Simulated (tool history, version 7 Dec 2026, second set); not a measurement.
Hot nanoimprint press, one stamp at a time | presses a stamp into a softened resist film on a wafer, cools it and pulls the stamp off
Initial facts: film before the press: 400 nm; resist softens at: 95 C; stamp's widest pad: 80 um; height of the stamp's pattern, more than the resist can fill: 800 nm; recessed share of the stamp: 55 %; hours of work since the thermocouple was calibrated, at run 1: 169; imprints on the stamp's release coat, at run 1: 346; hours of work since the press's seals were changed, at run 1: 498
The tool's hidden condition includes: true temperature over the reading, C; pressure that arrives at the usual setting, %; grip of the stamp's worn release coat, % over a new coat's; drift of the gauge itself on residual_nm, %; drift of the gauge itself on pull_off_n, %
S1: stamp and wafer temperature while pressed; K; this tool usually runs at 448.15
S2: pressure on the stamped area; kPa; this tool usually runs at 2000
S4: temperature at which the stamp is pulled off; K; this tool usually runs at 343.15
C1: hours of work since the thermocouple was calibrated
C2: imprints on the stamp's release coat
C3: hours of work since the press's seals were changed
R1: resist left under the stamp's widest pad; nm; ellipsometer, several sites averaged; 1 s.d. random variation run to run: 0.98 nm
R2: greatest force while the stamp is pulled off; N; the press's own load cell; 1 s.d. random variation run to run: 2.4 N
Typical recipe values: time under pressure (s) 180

Run 1, hour 0.0: usual settings; C1 169; C2 346; C3 498. Result: R1 138.1 nm, R2 108 N.
Run 2, hour 9.2: usual settings; C1 176; C2 392; C3 505. Result: R1 138.7 nm, R2 112 N.
Run 3, hour 27.3: usual settings; C1 190; C2 481; C3 519. Result: R1 137.3 nm, R2 114 N.
Run 4, hour 47.8: usual settings; C1 205; C2 581; C3 534. Result: R1 137.1 nm, R2 114 N.
Run 5, hour 68.6: usual settings but S2 3070 kPa; C1 221; C2 684; C3 550. Result: R1 107.9 nm, R2 117 N.
Run 6, hour 87.5: usual settings but S2 3010 kPa; C1 236; C2 777; C3 564. Result: R1 109.3 nm, R2 118 N.

The next listed run, before its measurement:
Run 7, hour 99.7: usual settings but S2 3010 kPa; C1 245; C2 837; C3 574. Result: R1 ?, R2 ?.

R1: 111.0 nm
R2: 115 N
Take away the tool's hidden state, keep the run-to-run variation as it was, and the same run would have given R1 113.9 nm, R2 107 N.

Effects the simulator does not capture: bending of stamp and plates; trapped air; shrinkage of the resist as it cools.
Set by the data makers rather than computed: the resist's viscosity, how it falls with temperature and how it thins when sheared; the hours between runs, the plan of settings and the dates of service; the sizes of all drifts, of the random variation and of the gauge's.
